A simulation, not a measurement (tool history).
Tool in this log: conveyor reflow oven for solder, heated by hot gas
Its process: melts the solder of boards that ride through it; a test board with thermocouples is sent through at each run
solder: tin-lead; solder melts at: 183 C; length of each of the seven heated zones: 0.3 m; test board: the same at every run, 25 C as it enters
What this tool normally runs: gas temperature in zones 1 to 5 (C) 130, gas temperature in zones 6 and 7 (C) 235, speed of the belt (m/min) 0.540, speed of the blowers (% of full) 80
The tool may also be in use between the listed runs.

run,hour,gas temperature in zones 1 to 5 (C),gas temperature in zones 6 and 7 (C),speed of the belt (m/min),speed of the blowers (% of full),highest temperature of the board (C),time above the solder's melting point (s)
1,0.0,130,235,0.540,80,216.1,46.6
2,29.6,130,235,0.540,80,216.4,46.9
3,51.4,130,235,0.540,80,216.9,46.6
# hour 78.9: flux residue cleaned out of gas plates and filters
4,82.2,130,235,0.540,80,216.4,47.2
5,111.2,130,235,0.540,80,216.7,47.2
6,138.7,130,235,0.531,80,217.0,48.2
7,167.6,130,235,0.531,80,217.0,48.0
8,191.7,130,235,0.531,80,217.1,48.4
9,217.0,130,225,0.540,80,208.4,40.9
10,245.4,130,235,0.540,80,216.6,47.3
11,270.2,130,235,0.606,80,212.6,38.8
# hour 281.6: thermocouples of zones 6 and 7 changed
12,298.5,130,235,0.606,80,212.7,38.3
13,312.7,130,235,0.606,80,212.4,38.5
14,326.3,130,235,0.540,82,217.8,47.7
15,345.7,130,227,0.608,77,205.1,32.4
# hour 355.9: flux residue cleaned out of gas plates and filters
16,372.6,130,234,0.542,84,216.0,46.6
17,397.1,143,247,0.499,73,231.3,64.4
18,425.3,125,231,0.505,81,214.9,48.5
19,446.0,144,225,0.564,61,205.3,39.2
20,472.1,144,225,0.572,61,204.0,38.3

Predict each of these 3 candidate next runs independently; none follows another, all start after run 20:
A,498.7,130,226,0.540,88,?,?
B,498.7,130,235,0.471,74,?,?
C,498.7,124,249,0.540,52,?,?

run,highest temperature of the board (C),time above the solder's melting point (s)
A,210.2,43.2
B,219.5,57.5
C,218.7,45.3
Had the tool no hidden state, the same runs would have come out as:
run,highest temperature of the board (C),time above the solder's melting point (s)
A,210.2,43.2
B,219.5,57.4
C,218.8,45.2

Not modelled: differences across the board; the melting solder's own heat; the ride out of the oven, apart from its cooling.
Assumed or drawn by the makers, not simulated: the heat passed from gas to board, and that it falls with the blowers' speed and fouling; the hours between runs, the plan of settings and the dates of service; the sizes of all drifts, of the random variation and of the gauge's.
